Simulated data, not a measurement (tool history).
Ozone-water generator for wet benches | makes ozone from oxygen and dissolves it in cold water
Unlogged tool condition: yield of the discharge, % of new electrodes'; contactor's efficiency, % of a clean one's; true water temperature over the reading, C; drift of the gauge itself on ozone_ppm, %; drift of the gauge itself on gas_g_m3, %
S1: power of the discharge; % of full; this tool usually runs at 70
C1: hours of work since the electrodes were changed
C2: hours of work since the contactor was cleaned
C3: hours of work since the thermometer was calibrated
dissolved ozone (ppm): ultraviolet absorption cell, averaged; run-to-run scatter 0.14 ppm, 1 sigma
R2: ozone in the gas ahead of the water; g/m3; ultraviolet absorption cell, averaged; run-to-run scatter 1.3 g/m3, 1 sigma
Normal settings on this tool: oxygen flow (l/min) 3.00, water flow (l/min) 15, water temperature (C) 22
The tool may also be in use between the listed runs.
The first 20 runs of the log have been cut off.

At hour 458.5: water thermometer calibrated, once more.
Run 21, hour 464.6: usual settings but water flow (l/min) 11, water temperature (C) 28; C1 1412; C2 375; C3 5. Result: dissolved ozone (ppm) 17.7, R2 223.4 g/m3.
Run 22, hour 490.5: usual settings but oxygen flow (l/min) 2.18, water flow (l/min) 11, water temperature (C) 28; C1 1435; C2 398; C3 28. Result: dissolved ozone (ppm) 16.4, R2 244.0 g/m3.
Run 23, hour 503.3: usual settings but oxygen flow (l/min) 2.18, water flow (l/min) 11, water temperature (C) 28; C1 1446; C2 409; C3 39. Result: dissolved ozone (ppm) 16.7, R2 241.6 g/m3.
Run 24, hour 522.1: usual settings but S1 52 % of full, oxygen flow (l/min) 3.75, water flow (l/min) 10, water temperature (C) 16; C1 1462; C2 426; C3 56. Result: dissolved ozone (ppm) 19.5, R2 166.4 g/m3.
Run 25, hour 535.1: usual settings but oxygen flow (l/min) 2.14, water flow (l/min) 14, water temperature (C) 25; C1 1474; C2 437; C3 67. Result: dissolved ozone (ppm) 13.4, R2 246.3 g/m3.
Run 26, hour 563.0: usual settings but S1 76 % of full, oxygen flow (l/min) 2.14, water flow (l/min) 14, water temperature (C) 25; C1 1498; C2 462; C3 92. Result: dissolved ozone (ppm) 14.4, R2 260.8 g/m3.
Run 27, hour 583.3: usual settings but S1 76 % of full, oxygen flow (l/min) 1.61, water flow (l/min) 14, water temperature (C) 20; C1 1516; C2 480; C3 110. Result: dissolved ozone (ppm) 13.6, R2 284.8 g/m3.
Run 28, hour 607.4: usual settings but water flow (l/min) 9, water temperature (C) 28; C1 1537; C2 501; C3 131. Result: dissolved ozone (ppm) 20.3, R2 221.6 g/m3.
Run 29, hour 620.4: usual settings but water temperature (C) 29; C1 1549; C2 512; C3 142. Result: dissolved ozone (ppm) 13.1, R2 219.2 g/m3.
Run 30, hour 642.0: usual settings but oxygen flow (l/min) 2.38, water flow (l/min) 20; C1 1568; C2 531; C3 162. Result: dissolved ozone (ppm) 9.7, R2 238.3 g/m3.
Run 31, hour 665.6: usual settings but S1 58 % of full, oxygen flow (l/min) 3.29, water flow (l/min) 20; C1 1589; C2 552; C3 182. Result: dissolved ozone (ppm) 9.6, R2 187.9 g/m3.
Run 32, hour 696.1: usual settings but S1 58 % of full, oxygen flow (l/min) 3.29, water flow (l/min) 20; C1 1615; C2 579; C3 209. Result: dissolved ozone (ppm) 9.6, R2 187.5 g/m3.
Run 33, hour 711.0: usual settings but water temperature (C) 18; C1 1629; C2 592; C3 222. Result: dissolved ozone (ppm) 15.1, R2 220.7 g/m3.
Run 34, hour 727.0: usual settings but water temperature (C) 18; C1 1643; C2 606; C3 236. Result: dissolved ozone (ppm) 15.4, R2 221.2 g/m3.

Predict each of these 3 candidate next runs independently; none follows another, all start after run 34:
Run A, hour 742.3: usual settings but S1 43 % of full, oxygen flow (l/min) 1.90; C1 1656; C2 619; C3 250. Result: dissolved ozone (ppm) ?, R2 ?.
Run B, hour 742.3: usual settings but oxygen flow (l/min) 4.88; C1 1656; C2 619; C3 250. Result: dissolved ozone (ppm) ?, R2 ?.
Run C, hour 742.3: usual settings but S1 91 % of full, water flow (l/min) 13, water temperature (C) 23; C1 1656; C2 619; C3 250. Result: dissolved ozone (ppm) ?, R2 ?.

run  dissolved ozone (ppm)     R2
  A                    8.9  179.1
  B                   15.9  188.7
  C                   19.7  266.9
Stripped of hidden state, with their random variation kept, the same runs would have yielded:
run  dissolved ozone (ppm)     R2
  A                    9.3  183.9
  B                   16.9  196.6
  C                   21.0  280.3
